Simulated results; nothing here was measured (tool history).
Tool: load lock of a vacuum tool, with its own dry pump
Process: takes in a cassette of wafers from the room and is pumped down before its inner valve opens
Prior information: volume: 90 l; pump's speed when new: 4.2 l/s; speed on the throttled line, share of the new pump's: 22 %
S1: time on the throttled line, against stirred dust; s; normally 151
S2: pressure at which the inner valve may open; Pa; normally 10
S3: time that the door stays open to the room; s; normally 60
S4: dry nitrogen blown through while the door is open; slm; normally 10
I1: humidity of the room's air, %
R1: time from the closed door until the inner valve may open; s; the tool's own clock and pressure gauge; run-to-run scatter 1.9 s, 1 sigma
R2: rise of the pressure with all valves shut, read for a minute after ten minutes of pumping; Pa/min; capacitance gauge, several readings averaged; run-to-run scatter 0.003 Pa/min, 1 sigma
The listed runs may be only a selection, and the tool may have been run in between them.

run,hour,S1,S2,S3,S4,I1,R1,R2
1,0.0,151,10,60,10,43.3,342.9,0.027
2,124.0,151,10,60,10,42.5,340.8,0.020
3,366.4,151,10,60,10,46.2,343.1,0.028
4,590.0,203,10,60,10,43.1,383.2,0.030
5,788.8,151,10,60,10,41.1,343.6,0.029
6,945.5,92,10,60,10,44.5,301.6,0.025
7,1176.3,151,10,60,10,46.3,350.3,0.034
8,1411.6,151,10,60,10,41.0,345.8,0.030
9,1547.4,151,10,60,10,48.0,349.3,0.031
10,1791.4,151,10,60,10,42.5,351.3,0.032
11,2027.6,151,10,60,11,43.3,352.6,0.029
12,2198.4,151,10,60,11,43.9,351.4,0.038
13,2319.0,151,10,60,10,47.5,348.3,0.030
14,2485.2,151,9,60,10,45.8,354.3,0.036
15,2671.8,151,10,60,11,46.3,351.1,0.037
16,2904.8,151,10,60,11,45.4,353.9,0.041
17,3061.6,151,10,60,11,49.1,349.7,0.039
18,3209.3,151,10,60,11,43.5,351.6,0.038
19,3419.6,151,10,60,11,45.5,355.7,0.037
20,3533.1,261,8,39,11,44.7,442.1,0.044
21,3648.9,94,10,44,6,46.7,313.2,0.038
22,3823.5,151,10,71,10,43.0,362.8,0.048
23,3978.1,151,7,60,5,44.9,368.3,0.045
24,4158.8,92,7,60,7,44.9,327.4,0.044
25,4351.2,172,7,147,6,43.9,383.0,0.062
26,4559.2,90,20,221,27,45.7,297.1,0.060
27,4784.0,101,20,134,27,46.5,304.7,0.048
28,5006.7,101,20,134,27,49.6,310.3,0.057
29,5121.9,84,10,157,10,43.4,314.5,0.065
30,5333.1,84,10,31,10,43.2,316.9,0.047
31,5553.6,84,10,31,16,44.9,319.7,0.046
32,5708.7,139,7,87,6,44.2,371.1,0.067
33,5818.3,139,7,87,7,45.1,368.8,0.056
34,6018.9,139,9,87,7,47.0,360.2,0.069
35,6128.6,76,13,95,5,43.8,304.6,0.068
36,6255.1,169,16,39,6,47.5,368.8,0.058
37,6401.8,98,13,201,20,44.0,322.6,0.068
38,6533.7,265,15,40,6,44.6,436.9,0.065

Same runs, no hidden state in the tool, same run-to-run variation:
The hidden state here: pump's speed, % of a new pump's; leak at the door's seal, Pa l/s; drift of the gauge itself on ready_s, %; drift of the gauge itself on rise_pa_min, %.
run,R1,R2
1,317.7,0.022
2,315.3,0.014
3,316.7,0.021
4,357.3,0.022
5,315.6,0.021
6,270.2,0.016
7,320.3,0.023
8,315.3,0.019
9,318.0,0.019
10,318.9,0.019
11,319.2,0.015
12,317.2,0.023
13,313.9,0.015
14,318.3,0.019
15,315.1,0.019
16,316.7,0.023
17,312.5,0.019
18,313.8,0.018
19,316.5,0.015
20,406.8,0.022
21,270.2,0.015
22,321.4,0.024
23,324.8,0.020
24,279.6,0.019
25,339.1,0.035
26,253.7,0.032
27,261.3,0.019
28,265.4,0.026
29,263.4,0.033
30,264.8,0.013
31,266.2,0.012
32,317.8,0.031
33,315.3,0.020
34,307.9,0.031
35,250.5,0.030
36,321.4,0.018
37,268.2,0.028
38,394.7,0.024

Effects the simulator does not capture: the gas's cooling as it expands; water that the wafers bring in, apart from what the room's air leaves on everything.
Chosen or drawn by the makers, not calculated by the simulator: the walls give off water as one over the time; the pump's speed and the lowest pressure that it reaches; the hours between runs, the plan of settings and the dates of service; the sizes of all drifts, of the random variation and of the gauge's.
